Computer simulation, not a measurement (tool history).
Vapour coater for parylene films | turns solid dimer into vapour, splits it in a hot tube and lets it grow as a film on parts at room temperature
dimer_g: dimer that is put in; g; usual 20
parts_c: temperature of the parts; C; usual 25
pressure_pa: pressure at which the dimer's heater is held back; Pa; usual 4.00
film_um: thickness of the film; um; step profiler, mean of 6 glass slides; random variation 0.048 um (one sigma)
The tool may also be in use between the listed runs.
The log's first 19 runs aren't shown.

Run 20, hour 361.5: usual settings. Result: film_um 7.15 um.
Run 21, hour 378.7: usual settings but parts_c 31 C. Result: film_um 5.36 um.
Run 22, hour 396.4: usual settings but parts_c 31 C. Result: film_um 5.38 um.
Run 23, hour 408.2: usual settings but parts_c 31 C. Result: film_um 5.38 um.
Run 24, hour 421.3: usual settings. Result: film_um 7.25 um.
Run 25, hour 438.0: usual settings. Result: film_um 7.13 um.
Run 26, hour 453.4: usual settings but dimer_g 11 g, parts_c 24 C, pressure_pa 6.20 Pa. Result: film_um 4.03 um.
Run 27, hour 475.8: usual settings but dimer_g 14 g, parts_c 17 C, pressure_pa 2.81 Pa. Result: film_um 6.19 um.
Run 28, hour 498.3: usual settings but dimer_g 27 g, parts_c 28 C, pressure_pa 7.43 Pa. Result: film_um 7.96 um.
At hour 519.5: trap's valve overhauled.
Run 29, hour 528.6: usual settings but parts_c 26 C. Result: film_um 6.92 um.
Run 30, hour 556.1: usual settings but parts_c 26 C, pressure_pa 5.45 Pa. Result: film_um 6.75 um.

Run 31 comes next. What will it give?
Run 31, hour 572.6: usual settings but parts_c 22 C, pressure_pa 5.37 Pa. Result: film_um ?.

{"run 31": {"film_um": 8.17}}
Without the tool's hidden state the same run would have given film_um 8.17 um.
